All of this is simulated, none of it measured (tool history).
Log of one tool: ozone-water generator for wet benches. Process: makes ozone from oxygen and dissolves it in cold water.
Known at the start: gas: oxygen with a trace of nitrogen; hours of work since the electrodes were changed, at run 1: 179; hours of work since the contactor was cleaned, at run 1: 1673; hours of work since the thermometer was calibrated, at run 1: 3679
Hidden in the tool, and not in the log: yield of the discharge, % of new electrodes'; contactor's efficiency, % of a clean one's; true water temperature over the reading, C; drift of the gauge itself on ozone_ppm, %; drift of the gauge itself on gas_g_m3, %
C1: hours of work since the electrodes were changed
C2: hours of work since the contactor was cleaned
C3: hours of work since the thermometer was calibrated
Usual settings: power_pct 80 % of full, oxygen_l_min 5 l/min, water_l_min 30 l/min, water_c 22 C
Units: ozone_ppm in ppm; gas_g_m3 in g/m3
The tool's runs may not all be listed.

Run 1, hour 0: usual settings; C1 179; C2 1673; C3 3679. Result: ozone_ppm 19 ppm, gas_g_m3 228 g/m3.
Run 2, hour 31.1: usual settings; C1 200; C2 1694; C3 3700. Result: ozone_ppm 19 ppm, gas_g_m3 225.7 g/m3.
Run 3, hour 60.4: usual settings; C1 220; C2 1714; C3 3719. Result: ozone_ppm 19.2 ppm, gas_g_m3 228.2 g/m3.
Run 4, hour 89.8: usual settings; C1 240; C2 1734; C3 3739. Result: ozone_ppm 19.3 ppm, gas_g_m3 227.7 g/m3.
Run 5, hour 107.9: usual settings but power_pct 85 % of full; C1 252; C2 1746; C3 3751. Result: ozone_ppm 20 ppm, gas_g_m3 236.9 g/m3.
Run 6, hour 136.5: usual settings but power_pct 85 % of full, oxygen_l_min 7.33 l/min; C1 271; C2 1765; C3 3771. Result: ozone_ppm 21.3 ppm, gas_g_m3 202.6 g/m3.
Run 7, hour 162.8: usual settings but water_c 25 C; C1 289; C2 1783; C3 3788. Result: ozone_ppm 18.4 ppm, gas_g_m3 224.9 g/m3.
Run 8, hour 205: usual settings; C1 318; C2 1812; C3 3817. Result: ozone_ppm 19.1 ppm, gas_g_m3 229.4 g/m3.
Run 9, hour 245.4: usual settings; C1 345; C2 1839; C3 3844. Result: ozone_ppm 19.1 ppm, gas_g_m3 228.8 g/m3.
Run 10, hour 284.3: usual settings but water_l_min 18 l/min, water_c 27 C; C1 371; C2 1865; C3 3870. Result: ozone_ppm 26 ppm, gas_g_m3 230.9 g/m3.
Run 11, hour 303.9: usual settings but water_c 20 C; C1 384; C2 1878; C3 3883. Result: ozone_ppm 19.6 ppm, gas_g_m3 227.1 g/m3.
Run 12, hour 327.2: usual settings but water_l_min 45 l/min; C1 400; C2 1894; C3 3899. Result: ozone_ppm 13.2 ppm, gas_g_m3 229.6 g/m3.
Run 13, hour 362.6: usual settings but power_pct 64 % of full, oxygen_l_min 7.85 l/min, water_l_min 44 l/min, water_c 16 C; C1 424; C2 1918; C3 3923. Result: ozone_ppm 13.3 ppm, gas_g_m3 156.4 g/m3.
Run 14, hour 404.9: usual settings but power_pct 56 % of full, oxygen_l_min 3.56 l/min, water_l_min 44 l/min, water_c 16 C; C1 452; C2 1946; C3 3952. Result: ozone_ppm 9.3 ppm, gas_g_m3 198 g/m3.
Run 15, hour 427.8: usual settings but power_pct 56 % of full, oxygen_l_min 3.56 l/min, water_l_min 44 l/min, water_c 16 C; C1 468; C2 1962; C3 3967. Result: ozone_ppm 9.3 ppm, gas_g_m3 197.9 g/m3.
Run 16, hour 456.2: usual settings but power_pct 54 % of full, oxygen_l_min 5.22 l/min, water_l_min 35 l/min, water_c 30 C; C1 487; C2 1981; C3 3986. Result: ozone_ppm 11.3 ppm, gas_g_m3 162.9 g/m3.
Run 17, hour 485.4: usual settings but power_pct 54 % of full, oxygen_l_min 5.22 l/min, water_l_min 35 l/min, water_c 30 C; C1 507; C2 2001; C3 4006. Result: ozone_ppm 11.1 ppm, gas_g_m3 163.9 g/m3.

4 ways to go on from here, each from the tool as it stands after run 17. What would each give?
Run A, hour 502.9: usual settings but power_pct 46 % of full, oxygen_l_min 5.22 l/min, water_l_min 35 l/min, water_c 30 C; C1 518; C2 2012; C3 4018. Result: ozone_ppm ?, gas_g_m3 ?.
Run B, hour 502.9: usual settings but power_pct 45 % of full, oxygen_l_min 7.87 l/min, water_c 20 C; C1 518; C2 2012; C3 4018. Result: ozone_ppm ?, gas_g_m3 ?.
Run C, hour 502.9: usual settings but power_pct 48 % of full, oxygen_l_min 5.22 l/min, water_l_min 35 l/min, water_c 30 C; C1 518; C2 2012; C3 4018. Result: ozone_ppm ?, gas_g_m3 ?.
Run D, hour 502.9: usual settings but water_l_min 43 l/min, water_c 16 C; C1 518; C2 2012; C3 4018. Result: ozone_ppm ?, gas_g_m3 ?.

run  ozone_ppm  gas_g_m3
  A        9.9     143.6
  B       13.5     118.2
  C       10.2     149.6
  D       14.4       227
Without the tool's hidden state the same runs would have given:
run  ozone_ppm  gas_g_m3
  A        9.9     143.6
  B       13.5     118.2
  C       10.2     149.6
  D       14.4     227.1
